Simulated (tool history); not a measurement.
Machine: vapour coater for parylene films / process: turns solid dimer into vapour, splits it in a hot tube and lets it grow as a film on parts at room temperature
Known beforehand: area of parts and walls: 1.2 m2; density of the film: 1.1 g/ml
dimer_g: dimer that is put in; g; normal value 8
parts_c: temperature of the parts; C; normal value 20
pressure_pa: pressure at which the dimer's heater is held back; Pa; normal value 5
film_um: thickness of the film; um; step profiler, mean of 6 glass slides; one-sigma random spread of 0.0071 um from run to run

run,hour,dimer_g,parts_c,pressure_pa,film_um
1,0,8,20,5,3.119
2,24.5,8,20,5,3.109
3,62.8,8,20,4.64,3.139
4,94.3,8,20,4.64,3.122
5,127.3,8,29,5,2.285
6,162.5,8,20,5,3.082
7,194.1,8,20,5,3.049
8,223.3,10,20,5,3.817
9,245,8,12,5,3.964
10,291.4,8,12,5,3.947
11,322.2,8,12,5,3.958
# hour 356.8: trap's valve overhauled
12,356.8,8,12,5,4.117
13,390.2,8,12,5,4.099
14,418.1,8,12,5,4.082
15,451.1,8,15,5,3.69
16,470,8,20,5,3.123
17,506.8,8,20,4.79,3.13
18,526.1,8,20,4.79,3.142
19,568.5,8,20,4.79,3.124
# hour 573.6: table's thermometer calibrated
20,601.5,8,20,5,3.095
21,626.2,8,20,5,3.081
22,646.5,8,20,5,3.083
23,678.6,8,20,10.01,2.725
# hour 713.5: table's thermometer calibrated, once more
24,722.8,5,24,9.14,1.487
# hour 765.3: trap's valve overhauled
25,769.2,8,28,7.3,2.25
26,815.2,8,30,5.29,2.224
27,845.6,14,19,6.53,5.367
28,874.9,4,30,5,1.118
29,903.8,4,25,3.35,1.411
30,926.8,4,25,3.35,1.407
31,973.9,10,20,2.86,4.251
32,997.8,10,20,2.86,4.255
33,1038,10,20,3.98,3.98
34,1067.1,12,21,3.98,4.619
35,1098.9,12,21,3.98,4.589
36,1135.1,12,21,3.98,4.572
37,1164.7,12,21,7.3,4.085
# hour 1174.5: trap's valve overhauled
38,1203.3,12,21,7.3,4.277
39,1236.8,6,21,2.99,2.511
40,1281.2,7,19,7.09,2.652
41,1301.5,7,18,11.4,2.519
42,1325,5,14,3.39,2.561
43,1353.9,11,14,3.57,5.555
44,1393.2,11,14,3.57,5.512
45,1415.6,11,23,5,3.859
46,1448.8,11,23,5,3.837

Subtracting, for every run, the result it would have given without the tool's unlogged condition from the measured result gives the following. The same run-to-run variation enters both numbers; the gauge's scatter may not:
Hidden state present: vapour lost through the trap's worn valve, %; true temperature of the parts over the reading, C; drift of the gauge itself on film_um, %.
run,film_um
1,-0.028
2,-0.035
3,-0.046
4,-0.054
5,-0.048
6,-0.076
7,-0.085
8,-0.118
9,-0.132
10,-0.15
11,-0.163
12,+0.016
13,+0.003
14,-0.007
15,-0.017
16,-0.02
17,-0.031
18,-0.037
19,-0.05
20,-0.045
21,-0.052
22,-0.058
23,-0.06
24,-0.059
25,-0.004
26,-0.014
27,-0.051
28,-0.013
29,-0.022
30,-0.025
31,-0.093
32,-0.104
33,-0.113
34,-0.143
35,-0.157
36,-0.172
37,-0.166
38,+0.014
39,+0.001
40,-0.011
41,-0.016
42,-0.021
43,-0.063
44,-0.081
45,-0.066
46,-0.08

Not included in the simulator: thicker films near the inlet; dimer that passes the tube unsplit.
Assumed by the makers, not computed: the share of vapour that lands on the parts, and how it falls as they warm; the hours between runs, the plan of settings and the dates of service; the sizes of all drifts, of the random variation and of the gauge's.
